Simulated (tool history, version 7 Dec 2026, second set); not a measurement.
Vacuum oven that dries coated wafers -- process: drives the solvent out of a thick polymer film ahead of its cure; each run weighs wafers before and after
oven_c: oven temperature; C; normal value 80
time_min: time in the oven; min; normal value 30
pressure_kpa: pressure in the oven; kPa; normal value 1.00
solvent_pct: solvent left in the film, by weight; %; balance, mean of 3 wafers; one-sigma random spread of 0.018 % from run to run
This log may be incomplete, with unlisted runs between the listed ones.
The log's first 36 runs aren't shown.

{"hour": 368.7, "done": "oven's thermocouples calibrated"}
{"run": 37, "hour": 375.2, "oven_c": 81, "time_min": 20, "pressure_kpa": 2.54, "solvent_pct": 4.24}
{"run": 38, "hour": 387.3, "oven_c": 89, "time_min": 54, "pressure_kpa": 1.42, "solvent_pct": 0.72}
{"run": 39, "hour": 395.7, "oven_c": 88, "time_min": 38, "pressure_kpa": 1.0, "solvent_pct": 0.58}
{"run": 40, "hour": 406.8, "oven_c": 74, "time_min": 26, "pressure_kpa": 0.82, "solvent_pct": 4.34}
{"run": 41, "hour": 417.7, "oven_c": 85, "time_min": 30, "pressure_kpa": 0.92, "solvent_pct": 1.02}
{"run": 42, "hour": 429.8, "oven_c": 76, "time_min": 21, "pressure_kpa": 0.9, "solvent_pct": 4.82}
{"run": 43, "hour": 443.0, "oven_c": 80, "time_min": 30, "pressure_kpa": 1.72, "solvent_pct": 2.41}
{"run": 44, "hour": 448.7, "oven_c": 76, "time_min": 39, "pressure_kpa": 1.72, "solvent_pct": 2.57}

Branching from run 44: 5 alternative next runs. What would each branch give?
{"run": "A", "hour": 460.1, "oven_c": 81, "time_min": 22, "pressure_kpa": 2.0, "solvent_pct": "?"}
{"run": "B", "hour": 460.1, "oven_c": 80, "time_min": 38, "pressure_kpa": 1.0, "solvent_pct": "?"}
{"run": "C", "hour": 460.1, "oven_c": 80, "time_min": 17, "pressure_kpa": 1.0, "solvent_pct": "?"}
{"run": "D", "hour": 460.1, "oven_c": 76, "time_min": 39, "pressure_kpa": 0.53, "solvent_pct": "?"}
{"run": "E", "hour": 460.1, "oven_c": 73, "time_min": 39, "pressure_kpa": 3.54, "solvent_pct": "?"}

run=A solvent_pct=3.44
run=B solvent_pct=1.34
run=C solvent_pct=4.57
run=D solvent_pct=1.65
run=E solvent_pct=4.98
Stripped of hidden state, with their random variation kept, the same runs would have yielded:
run=A solvent_pct=3.44
run=B solvent_pct=1.34
run=C solvent_pct=4.57
run=D solvent_pct=1.65
run=E solvent_pct=4.97

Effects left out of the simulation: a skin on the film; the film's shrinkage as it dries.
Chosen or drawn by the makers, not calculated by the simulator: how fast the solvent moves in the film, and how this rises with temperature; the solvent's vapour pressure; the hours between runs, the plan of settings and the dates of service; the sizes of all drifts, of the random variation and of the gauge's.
